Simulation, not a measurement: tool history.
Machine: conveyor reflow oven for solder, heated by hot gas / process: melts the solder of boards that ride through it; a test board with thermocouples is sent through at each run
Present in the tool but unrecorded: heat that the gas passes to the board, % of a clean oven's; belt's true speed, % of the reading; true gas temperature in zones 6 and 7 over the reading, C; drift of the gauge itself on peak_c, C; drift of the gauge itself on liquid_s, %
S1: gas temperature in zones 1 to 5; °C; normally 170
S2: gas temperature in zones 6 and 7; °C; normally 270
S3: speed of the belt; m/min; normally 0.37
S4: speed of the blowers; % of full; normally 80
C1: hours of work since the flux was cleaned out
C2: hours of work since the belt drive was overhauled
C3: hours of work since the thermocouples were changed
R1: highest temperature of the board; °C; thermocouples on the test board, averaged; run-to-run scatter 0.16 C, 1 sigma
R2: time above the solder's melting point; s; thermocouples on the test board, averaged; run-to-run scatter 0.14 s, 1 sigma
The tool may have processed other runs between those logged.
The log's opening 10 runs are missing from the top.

run	hour	S1	S2	S3	S4	C1	C2	C3	R1	R2
11	186.3	170	270	0.37	80	32	229	297	259.3	91.8
12	200.6	170	270	0.37	80	40	237	304	259.2	92.1
# hour 205.6: belt drive overhauled, speed set with a stopwatch
13	224.6	170	270	0.37	80	50	10	315	259	91.7
14	238	170	270	0.37	80	57	17	322	259.4	91.5
# hour 264.7: belt drive overhauled, speed set with a stopwatch, once more
15	265.1	170	270	0.37	80	69	0	334	259	91.1
16	286.3	170	270	0.37	80	80	11	345	259	91.1
17	297.3	176	272	0.311	84	86	17	350	265.7	119.5
18	311.3	157	282	0.349	58	93	24	358	265.1	95.6
19	332.1	182	279	0.387	80	104	35	368	267.1	98.2
20	352.2	182	279	0.387	80	114	45	379	267	98.2
21	365.5	175	282	0.39	80	121	52	386	268.6	95
22	376.4	175	282	0.39	80	127	58	391	268.6	95.2
23	396.5	156	270	0.37	80	137	68	402	256.1	82.9
24	411.6	170	270	0.416	80	145	76	410	254.8	76.4

The next listed run, before its measurement:
25	422.6	170	270	0.416	80	151	82	415	?	?

R1: 254.9 °C
R2: 76.4 s
The same run, on a tool lacking any hidden state, would have yielded R1 255.7 °C, R2 77.5 s.
